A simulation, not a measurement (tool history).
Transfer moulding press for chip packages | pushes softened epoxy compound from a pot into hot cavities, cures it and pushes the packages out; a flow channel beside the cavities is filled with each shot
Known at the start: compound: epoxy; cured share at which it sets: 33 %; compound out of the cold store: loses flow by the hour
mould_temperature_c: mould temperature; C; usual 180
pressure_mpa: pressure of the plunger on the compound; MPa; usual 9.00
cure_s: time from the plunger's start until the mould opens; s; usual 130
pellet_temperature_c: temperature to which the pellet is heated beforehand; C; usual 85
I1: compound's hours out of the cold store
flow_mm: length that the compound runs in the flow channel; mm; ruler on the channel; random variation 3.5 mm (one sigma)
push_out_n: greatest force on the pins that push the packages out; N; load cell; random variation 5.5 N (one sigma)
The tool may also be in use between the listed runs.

Run 1, hour 0.0: usual settings; I1 19.0. Result: flow_mm 553 mm, push_out_n 275 N.
Run 2, hour 21.8: usual settings but pellet_temperature_c 90 C; I1 21.9. Result: flow_mm 547 mm, push_out_n 294 N.
At hour 27.6: cavities cleaned with cleaning compound and waxed.
Run 3, hour 36.8: usual settings but pellet_temperature_c 90 C; I1 15.7. Result: flow_mm 555 mm, push_out_n 339 N.
Run 4, hour 55.0: usual settings but pellet_temperature_c 90 C; I1 45.6. Result: flow_mm 507 mm, push_out_n 343 N.
At hour 80.1: cavities cleaned with cleaning compound and waxed, once more.
Run 5, hour 80.1: usual settings but pellet_temperature_c 90 C; I1 22.1. Result: flow_mm 544 mm, push_out_n 190 N.
Run 6, hour 103.9: usual settings but pellet_temperature_c 79 C; I1 39.0. Result: flow_mm 511 mm, push_out_n 239 N.
Run 7, hour 117.7: usual settings but pressure_mpa 9.48 MPa; I1 19.0. Result: flow_mm 559 mm, push_out_n 257 N.
Run 8, hour 128.3: usual settings but pressure_mpa 9.48 MPa; I1 32.5. Result: flow_mm 536 mm, push_out_n 283 N.
Run 9, hour 141.2: usual settings but pressure_mpa 9.48 MPa; I1 24.4. Result: flow_mm 540 mm, push_out_n 289 N.
At hour 150.3: cavities cleaned with cleaning compound and waxed.
Run 10, hour 159.9: usual settings; I1 38.9. Result: flow_mm 507 mm, push_out_n 207 N.
At hour 175.9: plunger's sealing rings changed.
Run 11, hour 181.3: usual settings; I1 32.5. Result: flow_mm 552 mm, push_out_n 234 N.
Run 12, hour 205.4: usual settings; I1 26.9. Result: flow_mm 561 mm, push_out_n 276 N.
Run 13, hour 218.6: usual settings; I1 46.9. Result: flow_mm 532 mm, push_out_n 300 N.
At hour 223.5: cavities cleaned with cleaning compound and waxed.
At hour 227.3: mould's thermocouples calibrated.
Run 14, hour 244.6: usual settings; I1 23.2. Result: flow_mm 561 mm, push_out_n 224 N.
Run 15, hour 257.3: usual settings; I1 23.8. Result: flow_mm 565 mm, push_out_n 245 N.
Run 16, hour 269.6: usual settings but mould_temperature_c 179 C, pressure_mpa 7.46 MPa; I1 28.2. Result: flow_mm 501 mm, push_out_n 283 N.
Run 17, hour 288.8: usual settings but mould_temperature_c 179 C, pressure_mpa 7.46 MPa; I1 12.8. Result: flow_mm 531 mm, push_out_n 305 N.
At hour 295.8: cavities cleaned with cleaning compound and waxed.
Run 18, hour 305.4: usual settings but mould_temperature_c 173 C, pressure_mpa 7.46 MPa, cure_s 166 s; I1 30.0. Result: flow_mm 510 mm, push_out_n 204 N.
Run 19, hour 329.1: usual settings but mould_temperature_c 188 C, pressure_mpa 7.44 MPa, cure_s 165 s, pellet_temperature_c 90 C; I1 14.4. Result: flow_mm 503 mm, push_out_n 227 N.
Run 20, hour 343.2: usual settings but mould_temperature_c 177 C, pressure_mpa 7.34 MPa, cure_s 140 s, pellet_temperature_c 90 C; I1 33.8. Result: flow_mm 490 mm, push_out_n 278 N.
Run 21, hour 360.9: usual settings but mould_temperature_c 188 C; I1 24.0. Result: flow_mm 538 mm, push_out_n 272 N.
At hour 365.5: cavities cleaned with cleaning compound and waxed.
Run 22, hour 372.2: usual settings but mould_temperature_c 188 C, pellet_temperature_c 95 C; I1 30.0. Result: flow_mm 529 mm, push_out_n 180 N.
Run 23, hour 386.5: usual settings but mould_temperature_c 184 C, cure_s 123 s, pellet_temperature_c 87 C; I1 47.3. Result: flow_mm 502 mm, push_out_n 220 N.
Run 24, hour 400.5: usual settings but mould_temperature_c 184 C, cure_s 123 s, pellet_temperature_c 87 C; I1 42.1. Result: flow_mm 506 mm, push_out_n 243 N.
Run 25, hour 417.9: usual settings but mould_temperature_c 178 C, pressure_mpa 6.93 MPa, cure_s 123 s, pellet_temperature_c 77 C; I1 43.7. Result: flow_mm 456 mm, push_out_n 322 N.
At hour 436.5: cavities cleaned with cleaning compound and waxed.
Run 26, hour 440.9: usual settings but cure_s 149 s; I1 22.6. Result: flow_mm 551 mm, push_out_n 178 N.
Run 27, hour 450.9: usual settings but cure_s 149 s; I1 46.0. Result: flow_mm 510 mm, push_out_n 200 N.
Run 28, hour 474.5: usual settings but mould_temperature_c 188 C, cure_s 149 s, pellet_temperature_c 78 C; I1 27.0. Result: flow_mm 526 mm, push_out_n 238 N.

Forecast each of these 4 alternatives for the next run:
Run A, hour 487.7: usual settings but mould_temperature_c 188 C, pressure_mpa 9.11 MPa, cure_s 149 s, pellet_temperature_c 78 C; I1 27.4. Result: flow_mm ?, push_out_n ?.
Run B, hour 487.7: usual settings but mould_temperature_c 175 C, cure_s 117 s, pellet_temperature_c 94 C; I1 47.8. Result: flow_mm ?, push_out_n ?.
Run C, hour 487.7: usual settings but mould_temperature_c 176 C, pressure_mpa 8.32 MPa; I1 45.8. Result: flow_mm ?, push_out_n ?.
Run D, hour 487.7: usual settings but mould_temperature_c 178 C, cure_s 149 s, pellet_temperature_c 83 C; I1 27.3. Result: flow_mm ?, push_out_n ?.

run  flow_mm  push_out_n
  A      527         251
  B      513         366
  C      495         287
  D      544         268
Without the tool's hidden state the same runs would have given:
run  flow_mm  push_out_n
  A      550         165
  B      536         251
  C      517         194
  D      568         183

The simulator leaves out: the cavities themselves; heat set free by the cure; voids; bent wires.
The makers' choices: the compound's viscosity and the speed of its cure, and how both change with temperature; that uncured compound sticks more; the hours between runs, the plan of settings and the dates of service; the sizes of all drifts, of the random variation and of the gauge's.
